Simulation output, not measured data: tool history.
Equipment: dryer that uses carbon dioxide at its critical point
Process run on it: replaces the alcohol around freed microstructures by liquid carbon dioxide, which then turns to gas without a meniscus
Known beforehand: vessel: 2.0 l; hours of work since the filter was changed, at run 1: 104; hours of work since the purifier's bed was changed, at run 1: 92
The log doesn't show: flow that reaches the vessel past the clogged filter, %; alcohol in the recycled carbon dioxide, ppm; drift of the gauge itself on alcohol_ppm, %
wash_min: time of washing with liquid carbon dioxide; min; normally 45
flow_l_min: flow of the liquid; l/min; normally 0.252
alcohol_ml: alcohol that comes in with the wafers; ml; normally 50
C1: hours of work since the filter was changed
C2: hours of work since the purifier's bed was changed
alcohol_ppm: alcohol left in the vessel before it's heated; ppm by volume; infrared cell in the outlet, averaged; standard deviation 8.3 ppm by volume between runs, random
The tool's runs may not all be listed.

run 1 hour=0 | wash_min=45 flow_l_min=0.252 alcohol_ml=50 | C1=104 C2=92 | alcohol_ppm=576
run 2 hour=10.5 | wash_min=45 flow_l_min=0.252 alcohol_ml=50 | C1=111 C2=98 | alcohol_ppm=592
run 3 hour=21.3 | wash_min=67 flow_l_min=0.252 alcohol_ml=50 | C1=118 C2=105 | alcohol_ppm=103
run 4 hour=33.1 | wash_min=45 flow_l_min=0.252 alcohol_ml=24 | C1=125 C2=112 | alcohol_ppm=310
run 5 hour=40.2 | wash_min=32 flow_l_min=0.252 alcohol_ml=50 | C1=130 C2=117 | alcohol_ppm=1757
run 6 hour=52.7 | wash_min=32 flow_l_min=0.252 alcohol_ml=50 | C1=137 C2=125 | alcohol_ppm=1789
run 7 hour=66.2 | wash_min=32 flow_l_min=0.252 alcohol_ml=50 | C1=146 C2=133 | alcohol_ppm=1828
run 8 hour=75.2 | wash_min=45 flow_l_min=0.27 alcohol_ml=50 | C1=152 C2=139 | alcohol_ppm=511
run 9 hour=88.6 | wash_min=45 flow_l_min=0.27 alcohol_ml=50 | C1=160 C2=147 | alcohol_ppm=518
run 10 hour=101 | wash_min=45 flow_l_min=0.252 alcohol_ml=50 | C1=168 C2=155 | alcohol_ppm=694
run 11 hour=117 | wash_min=45 flow_l_min=0.252 alcohol_ml=50 | C1=178 C2=165 | alcohol_ppm=688
run 12 hour=129.7 | wash_min=45 flow_l_min=0.252 alcohol_ml=50 | C1=186 C2=173 | alcohol_ppm=694
run 13 hour=139.5 | wash_min=45 flow_l_min=0.252 alcohol_ml=50 | C1=192 C2=179 | alcohol_ppm=712
run 14 hour=150.7 | wash_min=45 flow_l_min=0.252 alcohol_ml=50 | C1=199 C2=186 | alcohol_ppm=731
run 15 hour=164.4 | wash_min=45 flow_l_min=0.252 alcohol_ml=50 | C1=208 C2=195 | alcohol_ppm=727
run 16 hour=174.3 | wash_min=45 flow_l_min=0.252 alcohol_ml=50 | C1=214 C2=201 | alcohol_ppm=717
run 17 hour=182.7 | wash_min=45 flow_l_min=0.156 alcohol_ml=50 | C1=219 C2=206 | alcohol_ppm=2727
run 18 hour=197.1 | wash_min=45 flow_l_min=0.156 alcohol_ml=50 | C1=228 C2=215 | alcohol_ppm=2774
run 19 hour=208.4 | wash_min=45 flow_l_min=0.156 alcohol_ml=50 | C1=235 C2=223 | alcohol_ppm=2804
run 20 hour=223.4 | wash_min=45 flow_l_min=0.156 alcohol_ml=50 | C1=245 C2=232 | alcohol_ppm=2778
run 21 hour=232.8 | wash_min=45 flow_l_min=0.156 alcohol_ml=50 | C1=251 C2=238 | alcohol_ppm=2898
run 22 hour=248.7 | wash_min=60 flow_l_min=0.252 alcohol_ml=50 | C1=261 C2=248 | alcohol_ppm=292
run 23 hour=264.4 | wash_min=60 flow_l_min=0.239 alcohol_ml=50 | C1=270 C2=258 | alcohol_ppm=374
run 24 hour=271.6 | wash_min=30 flow_l_min=0.158 alcohol_ml=54 | C1=275 C2=262 | alcohol_ppm=6302
run 25 hour=279.6 | wash_min=30 flow_l_min=0.158 alcohol_ml=54 | C1=280 C2=267 | alcohol_ppm=6408
run 26 hour=290 | wash_min=48 flow_l_min=0.424 alcohol_ml=100 | C1=287 C2=274 | alcohol_ppm=161
run 27 hour=297 | wash_min=45 flow_l_min=0.197 alcohol_ml=50 | C1=291 C2=278 | alcohol_ppm=1802
run 28 hour=304.5 | wash_min=45 flow_l_min=0.285 alcohol_ml=50 | C1=296 C2=283 | alcohol_ppm=581
run 29 hour=313.3 | wash_min=45 flow_l_min=0.252 alcohol_ml=34 | C1=301 C2=288 | alcohol_ppm=620
run 30 hour=326.7 | wash_min=45 flow_l_min=0.252 alcohol_ml=34 | C1=310 C2=297 | alcohol_ppm=646
-- hour=334.8 inlet filter changed
run 31 hour=341.2 | wash_min=45 flow_l_min=0.252 alcohol_ml=51 | C1=4 C2=305 | alcohol_ppm=492
run 32 hour=353.7 | wash_min=45 flow_l_min=0.232 alcohol_ml=50 | C1=12 C2=313 | alcohol_ppm=672
run 33 hour=366.3 | wash_min=45 flow_l_min=0.267 alcohol_ml=59 | C1=20 C2=321 | alcohol_ppm=472
run 34 hour=376.4 | wash_min=55 flow_l_min=0.252 alcohol_ml=118 | C1=26 C2=327 | alcohol_ppm=493

The next listed run, before its measurement:
run 35 hour=388.9 | wash_min=45 flow_l_min=0.214 alcohol_ml=50 | C1=34 C2=335 | alcohol_ppm=?

Logged for run 35: alcohol_ppm 914 ppm by volume.
Without the tool's hidden state the same run would have given alcohol_ppm 803 ppm by volume.
